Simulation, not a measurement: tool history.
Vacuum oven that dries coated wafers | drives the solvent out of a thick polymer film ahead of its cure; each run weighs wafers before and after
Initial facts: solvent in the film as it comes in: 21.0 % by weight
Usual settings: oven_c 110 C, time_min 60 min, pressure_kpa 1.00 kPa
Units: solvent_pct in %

run	day	oven_c	time_min	pressure_kpa	solvent_pct
1	0.000	110	60	1.00	1.75
2	0.538	110	60	1.00	1.81
3	0.988	110	60	1.62	2.17
4	1.654	110	60	1.62	2.22
5	1.962	110	60	1.62	1.98
6	2.329	110	60	1.00	1.75
7	2.771	110	60	1.00	1.74
8	3.200	110	60	1.00	1.77
9	3.562	110	60	1.00	1.68
10	3.883	110	60	1.00	1.72
11	4.396	120	60	1.00	0.71
12	4.800	123	60	1.00	0.43
13	5.079	123	60	1.00	0.46
14	5.521	123	60	1.00	0.50
15	5.800	123	80	1.00	0.43
16	6.379	123	80	1.00	0.48
17	6.925	123	80	1.00	0.57
18	7.454	123	80	1.00	0.46
19	8.104	123	80	1.00	0.41
20	8.538	110	90	1.00	0.99
21	9.158	110	90	1.00	1.07
# day 9.262: vacuum gauge cleaned of residue and calibrated
22	9.771	110	90	1.00	1.02
23	10.433	110	90	1.00	0.96
24	10.867	110	60	1.80	2.31
25	11.358	110	97	0.59	0.71
26	11.817	110	97	0.59	0.65
# day 12.196: vacuum gauge cleaned of residue and calibrated, once more
27	12.283	110	97	3.59	2.64
28	12.938	99	78	1.29	4.08
29	13.529	99	78	1.29	4.04
30	13.992	114	60	1.00	1.01
31	14.508	120	35	3.66	2.53
32	15.029	110	56	1.00	1.77
33	15.558	110	56	1.00	1.94
34	16.171	110	56	1.00	1.89
35	16.688	121	31	2.51	2.12
36	17.246	122	31	1.52	1.41
37	17.629	122	31	1.52	1.43
38	18.162	121	35	0.62	0.94
39	18.738	112	90	2.40	1.67
40	19.021	112	90	2.40	1.77
41	19.592	112	90	2.40	1.62
42	20.021	118	64	0.53	0.39
43	20.350	118	64	0.53	0.40
44	20.688	117	41	1.00	1.29
45	21.075	104	32	1.60	7.30
46	21.688	104	32	1.60	7.21
47	22.071	105	57	0.82	2.99

What if the next run were any one of these 4? Each begins from the tool's condition after run 47:
A	22.692	95	60	1.28	?
B	22.692	110	60	3.06	?
C	22.692	109	31	0.82	?
D	22.692	105	70	0.82	?

run	solvent_pct
A	7.24
B	3.05
C	4.81
D	2.29
With the hidden condition removed and each run's random variation left untouched, the same runs would have given:
run	solvent_pct
A	7.48
B	3.17
C	5.04
D	2.42
